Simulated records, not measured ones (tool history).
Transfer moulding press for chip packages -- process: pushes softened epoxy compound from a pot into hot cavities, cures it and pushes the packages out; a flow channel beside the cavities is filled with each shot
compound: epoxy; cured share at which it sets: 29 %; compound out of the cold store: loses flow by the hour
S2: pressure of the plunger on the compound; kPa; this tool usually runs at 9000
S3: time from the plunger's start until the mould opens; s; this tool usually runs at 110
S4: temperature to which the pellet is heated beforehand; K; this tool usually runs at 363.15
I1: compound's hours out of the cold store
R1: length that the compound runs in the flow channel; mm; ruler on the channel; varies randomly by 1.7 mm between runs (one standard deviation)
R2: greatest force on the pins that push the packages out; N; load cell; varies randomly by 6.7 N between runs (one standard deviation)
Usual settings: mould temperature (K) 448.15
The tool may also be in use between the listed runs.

run 1 hour=0 | mould_temperature_(K)=448.15 S2=9000 S3=110 S4=363.15 | I1=29 | R1=528 R2=412
run 2 hour=18.2 | mould_temperature_(K)=448.15 S2=9000 S3=110 S4=363.15 | I1=23.5 | R1=548 R2=448
run 3 hour=36.2 | mould_temperature_(K)=448.15 S2=9000 S3=110 S4=363.15 | I1=29.5 | R1=525 R2=495
run 4 hour=63.3 | mould_temperature_(K)=448.15 S2=9000 S3=110 S4=363.15 | I1=30.3 | R1=520 R2=528
-- hour=66.9 cavities cleaned with cleaning compound and waxed
run 5 hour=88.5 | mould_temperature_(K)=448.15 S2=9000 S3=106 S4=363.15 | I1=40.3 | R1=485 R2=537
run 6 hour=118.3 | mould_temperature_(K)=448.15 S2=9000 S3=110 S4=363.15 | I1=28.2 | R1=525 R2=572
run 7 hour=135.6 | mould_temperature_(K)=448.15 S2=9000 S3=110 S4=363.15 | I1=28.4 | R1=524 R2=564
run 8 hour=166 | mould_temperature_(K)=440.15 S2=9000 S3=110 S4=363.15 | I1=16.8 | R1=574 R2=804
-- hour=173.3 cavities cleaned with cleaning compound and waxed
-- hour=184.5 plunger's sealing rings changed
run 9 hour=200.1 | mould_temperature_(K)=448.15 S2=9000 S3=110 S4=363.15 | I1=46.6 | R1=485 R2=377
-- hour=203.7 cavities cleaned with cleaning compound and waxed, once more
run 10 hour=233.1 | mould_temperature_(K)=448.15 S2=9270 S3=110 S4=363.15 | I1=40.7 | R1=513 R2=388
run 11 hour=256.9 | mould_temperature_(K)=447.15 S2=10330 S3=110 S4=358.15 | I1=9.5 | R1=668 R2=484
run 12 hour=283.1 | mould_temperature_(K)=447.15 S2=10330 S3=110 S4=358.15 | I1=31.9 | R1=570 R2=511
run 13 hour=303.1 | mould_temperature_(K)=444.15 S2=9000 S3=145 S4=366.15 | I1=14.5 | R1=605 R2=487
-- hour=309.4 cavities cleaned with cleaning compound and waxed
run 14 hour=325.4 | mould_temperature_(K)=448.15 S2=10480 S3=110 S4=369.15 | I1=14.8 | R1=644 R2=351
run 15 hour=348.8 | mould_temperature_(K)=448.15 S2=10480 S3=110 S4=369.15 | I1=11.4 | R1=657 R2=429
run 16 hour=370.9 | mould_temperature_(K)=450.15 S2=8340 S3=110 S4=364.15 | I1=18.4 | R1=555 R2=474

Branching from run 16: 5 alternative next runs. What would each branch give?
run A hour=389.9 | mould_temperature_(K)=450.15 S2=8300 S3=110 S4=364.15 | I1=23.5 | R1=? R2=?
run B hour=389.9 | mould_temperature_(K)=448.15 S2=9000 S3=133 S4=363.15 | I1=42 | R1=? R2=?
run C hour=389.9 | mould_temperature_(K)=448.15 S2=9090 S3=117 S4=363.15 | I1=10.6 | R1=? R2=?
run D hour=389.9 | mould_temperature_(K)=448.15 S2=7450 S3=111 S4=355.15 | I1=17.6 | R1=? R2=?
run E hour=389.9 | mould_temperature_(K)=448.15 S2=7920 S3=132 S4=363.15 | I1=9.9 | R1=? R2=?

run=A R1=535 R2=487
run=B R1=492 R2=452
run=C R1=615 R2=491
run=D R1=533 R2=518
run=E R1=576 R2=488
With no hidden state in the tool, these same runs would have given:
run=A R1=546 R2=256
run=B R1=501 R2=240
run=C R1=626 R2=256
run=D R1=543 R2=270
run=E R1=587 R2=257
